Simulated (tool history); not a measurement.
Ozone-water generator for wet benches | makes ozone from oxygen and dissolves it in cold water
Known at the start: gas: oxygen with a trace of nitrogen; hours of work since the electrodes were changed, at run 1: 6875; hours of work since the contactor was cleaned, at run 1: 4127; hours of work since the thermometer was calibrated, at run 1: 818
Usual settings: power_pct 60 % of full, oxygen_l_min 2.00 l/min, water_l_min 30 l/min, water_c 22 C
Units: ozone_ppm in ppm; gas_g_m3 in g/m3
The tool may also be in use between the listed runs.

run    hour  power_pct  oxygen_l_min  water_l_min  water_c  hours of work since the electrodes were changed  hours of work since the contactor was cleaned  hours of work since the thermometer was calibrated  ozone_ppm  gas_g_m3
  1     0.0         60          2.00           30       22                                             6875                                           4127                                                 818        7.9     185.6
  2   204.1         60          2.00           30       22                                             7057                                           4309                                                1001        7.8     182.5
  3   349.1         60          2.00           20       22                                             7186                                           4439                                                1130       11.7     184.0
  4   545.8         60          2.00           30       22                                             7362                                           4614                                                1306        7.8     182.7
  5   685.4         60          2.00           30       22                                             7487                                           4739                                                1431        7.8     184.5
  6   785.0         60          2.00           30       22                                             7576                                           4828                                                1520        7.9     182.5
  7   925.8         60          2.00           30       22                                             7702                                           4954                                                1645        7.9     182.6
  8  1136.7         71          2.00           30       22                                             7890                                           5142                                                1834        8.6     205.6
  9  1256.3         71          2.00           30       22                                             7997                                           5249                                                1940        8.6     205.3
 10  1465.2         63          2.00           30       15                                             8183                                           5436                                                2127        8.1     188.9
 11  1679.2         49          2.00           28       15                                             8375                                           5627                                                2318        7.7     159.5
 12  1833.6         77          2.00           40       22                                             8513                                           5765                                                2456        6.6     218.7
 13  2024.8         60          2.00           19       14                                             8683                                           5936                                                2627       13.0     181.1
     2210.2  -- water thermometer calibrated
 14  2217.0         60          2.00           19       14                                             8855                                           6107                                                   6       13.0     183.6
 15  2343.4         60          2.00           19       14                                             8968                                           6220                                                 119       12.6     182.6
 16  2450.4         60          2.00           19       14                                             9063                                           6315                                                 215       12.9     182.2
 17  2576.0         95          1.55           19       29                                             9175                                           6428                                                 327       14.6     277.9
 18  2701.7         62          2.31           30       22                                             9288                                           6540                                                 439        8.2     175.8

4 ways to go on from here, each from the tool as it stands after run 18. What would each give?
  A  2833.3         62          1.70           30       28                                             9405                                           6657                                                 557          ?         ?
  B  2833.3         60          1.25           30       22                                             9405                                           6657                                                 557          ?         ?
  C  2833.3         60          2.00           30       19                                             9405                                           6657                                                 557          ?         ?
  D  2833.3         62          3.02           30       22                                             9405                                           6657                                                 557          ?         ?

run  ozone_ppm  gas_g_m3
  A        7.1     195.6
  B        6.0     217.9
  C        7.6     181.9
  D        9.1     158.4
Without the tool's hidden state the same runs would have given:
run  ozone_ppm  gas_g_m3
  A        7.2     198.7
  B        6.0     221.3
  C        7.6     184.7
  D        9.1     160.9
